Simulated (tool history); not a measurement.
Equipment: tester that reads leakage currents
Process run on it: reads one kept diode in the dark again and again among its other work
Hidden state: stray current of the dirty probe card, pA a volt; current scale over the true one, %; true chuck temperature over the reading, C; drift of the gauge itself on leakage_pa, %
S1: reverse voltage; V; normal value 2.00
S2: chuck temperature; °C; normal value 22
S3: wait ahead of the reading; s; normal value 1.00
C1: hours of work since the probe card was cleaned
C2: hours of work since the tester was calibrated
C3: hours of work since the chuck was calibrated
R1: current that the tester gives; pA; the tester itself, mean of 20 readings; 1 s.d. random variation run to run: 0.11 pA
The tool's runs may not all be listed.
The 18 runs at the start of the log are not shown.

{"run": 19, "hour": 840.2, "S1": 2.0, "S2": 32, "S3": 1.31, "C1": 1139, "C2": 1612, "C3": 596, "R1": 88.27}
{"run": 20, "hour": 867.6, "S1": 5.15, "S2": 56, "S3": 2.56, "C1": 1153, "C2": 1625, "C3": 609, "R1": 803.94}
{"run": 21, "hour": 894.9, "S1": 12.79, "S2": 59, "S3": 0.92, "C1": 1166, "C2": 1639, "C3": 622, "R1": 1528.43}
{"run": 22, "hour": 937.2, "S1": 12.79, "S2": 59, "S3": 0.92, "C1": 1186, "C2": 1659, "C3": 642, "R1": 1528.39}
{"run": 23, "hour": 998.6, "S1": 14.25, "S2": 59, "S3": 2.73, "C1": 1216, "C2": 1689, "C3": 672, "R1": 1610.08}
{"run": 24, "hour": 1029.3, "S1": 14.25, "S2": 59, "S3": 2.73, "C1": 1231, "C2": 1704, "C3": 687, "R1": 1619.85}
{"run": 25, "hour": 1093.6, "S1": 5.67, "S2": 32, "S3": 1.0, "C1": 1262, "C2": 1735, "C3": 718, "R1": 150.54}
{"run": 26, "hour": 1145.1, "S1": 5.67, "S2": 32, "S3": 1.0, "C1": 1287, "C2": 1760, "C3": 743, "R1": 152.28}
{"run": 27, "hour": 1192.6, "S1": 8.1, "S2": 41, "S3": 0.69, "C1": 1310, "C2": 1783, "C3": 766, "R1": 358.17}
{"run": 28, "hour": 1242.5, "S1": 8.1, "S2": 41, "S3": 0.69, "C1": 1334, "C2": 1807, "C3": 790, "R1": 360.53}
{"hour": 1260.1, "done": "chuck's temperature calibrated"}
{"run": 29, "hour": 1303.0, "S1": 11.89, "S2": 22, "S3": 1.0, "C1": 1362, "C2": 1835, "C3": 21, "R1": 90.28}
{"run": 30, "hour": 1354.1, "S1": 2.0, "S2": 59, "S3": 1.89, "C1": 1387, "C2": 1860, "C3": 45, "R1": 574.78}
{"run": 31, "hour": 1407.2, "S1": 2.48, "S2": 26, "S3": 1.0, "C1": 1413, "C2": 1886, "C3": 71, "R1": 56.12}

What if the next run were any one of these 4? Each begins from the tool's condition after run 31:
{"run": "A", "hour": 1454.8, "S1": 4.43, "S2": 26, "S3": 0.35, "C1": 1436, "C2": 1909, "C3": 94, "R1": "?"}
{"run": "B", "hour": 1454.8, "S1": 9.54, "S2": 39, "S3": 3.67, "C1": 1436, "C2": 1909, "C3": 94, "R1": "?"}
{"run": "C", "hour": 1454.8, "S1": 17.35, "S2": 26, "S3": 1.0, "C1": 1436, "C2": 1909, "C3": 94, "R1": "?"}
{"run": "D", "hour": 1454.8, "S1": 1.79, "S2": 26, "S3": 0.37, "C1": 1436, "C2": 1909, "C3": 94, "R1": "?"}

run=A R1=78.20
run=B R1=292.83
run=C R1=150.45
run=D R1=48.98
Had the tool no hidden state, the same runs would have come out as:
run=A R1=73.47
run=B R1=279.15
run=C R1=136.45
run=D R1=46.54

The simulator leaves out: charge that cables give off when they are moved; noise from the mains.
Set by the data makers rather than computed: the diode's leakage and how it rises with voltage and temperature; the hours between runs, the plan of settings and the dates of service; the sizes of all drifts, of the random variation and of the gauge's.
